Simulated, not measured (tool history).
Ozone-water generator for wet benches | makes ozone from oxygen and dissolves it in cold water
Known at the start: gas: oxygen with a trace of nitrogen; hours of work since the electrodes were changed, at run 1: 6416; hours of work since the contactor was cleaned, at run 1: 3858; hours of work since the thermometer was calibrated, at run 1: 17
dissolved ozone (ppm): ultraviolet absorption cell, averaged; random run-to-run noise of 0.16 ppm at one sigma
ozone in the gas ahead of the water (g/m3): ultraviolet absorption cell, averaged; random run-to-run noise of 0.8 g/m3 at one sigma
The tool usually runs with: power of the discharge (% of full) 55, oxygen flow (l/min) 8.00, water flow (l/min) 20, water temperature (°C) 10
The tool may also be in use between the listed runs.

run    hour  power of the discharge (% of full)  oxygen flow (l/min)  water flow (l/min)  water temperature (°C)  hours of work since the electrodes were changed  hours of work since the contactor was cleaned  hours of work since the thermometer was calibrated  dissolved ozone (ppm)  ozone in the gas ahead of the water (g/m3)
  1     0.0                                  55                 8.00                  20                      10                                             6416                                           3858                                                  17                   17.4                                       108.8
  2   153.6                                  55                 8.00                  20                      10                                             6560                                           4001                                                 161                   17.2                                       108.8
  3   346.7                                  69                 8.00                  20                      10                                             6740                                           4182                                                 341                   19.7                                       124.8
  4   538.1                                  69                 8.00                  20                      10                                             6919                                           4361                                                 520                   19.7                                       125.4
  5   655.9                                  69                 8.00                  20                      10                                             7029                                           4471                                                 630                   19.4                                       125.5
  6   752.5                                  69                 8.00                  20                      15                                             7119                                           4561                                                 721                   18.1                                       123.2
  7   910.3                                  69                 8.00                  20                      15                                             7267                                           4708                                                 868                   17.9                                       123.2
      920.9  -- water thermometer calibrated
  8  1091.1                                  55                 5.16                  20                      10                                             7435                                           4877                                                 159                   16.1                                       133.3
  9  1263.9                                  53                 5.16                  20                      10                                             7596                                           5038                                                 320                   15.7                                       128.3
     1280.5  -- electrodes of the discharge changed
     1346.3  -- contactor cleaned
 10  1439.3                                  53                 5.16                  20                      10                                              145                                             87                                                 475                   20.1                                       154.0
 11  1611.3                                  54                10.67                  20                       7                                              305                                            248                                                 636                   21.6                                       106.9
     1697.7  -- water thermometer calibrated, once more
 12  1800.0                                  88                 4.15                  13                      16                                              481                                            423                                                  96                   37.9                                       256.6
 13  1948.0                                  82                 8.00                  30                      10                                              619                                            562                                                 234                   20.7                                       171.2
 14  2132.6                                  82                 8.00                  30                      10                                              792                                            734                                                 406                   20.8                                       170.7
 15  2294.4                                  55                 9.33                  14                      10                                              943                                            885                                                 557                   25.6                                       114.3

5 options for the next run, each taken on its own from the tool as it stands now. Forecast them:
  A  2388.7                                  62                 9.33                  15                      10                                             1031                                            973                                                 646                      ?                                           ?
  B  2388.7                                  55                10.97                  14                      14                                             1031                                            973                                                 646                      ?                                           ?
  C  2388.7                                  55                 9.74                  27                      10                                             1031                                            973                                                 646                      ?                                           ?
  D  2388.7                                  55                 7.84                  20                      10                                             1031                                            973                                                 646                      ?                                           ?
  E  2388.7                                  55                 5.22                  12                       9                                             1031                                            973                                                 646                      ?                                           ?

run  dissolved ozone (ppm)  ozone in the gas ahead of the water (g/m3)
  A                   27.1                                       125.8
  B                   22.8                                       106.3
  C                   16.2                                       111.0
  D                   20.5                                       125.2
  E                   30.1                                       154.9
Had the tool no hidden state, the same runs would have come out as:
run  dissolved ozone (ppm)  ozone in the gas ahead of the water (g/m3)
  A                   28.2                                       128.7
  B                   23.7                                       108.5
  C                   16.9                                       113.3
  D                   21.3                                       127.7
  E                   31.1                                       158.1
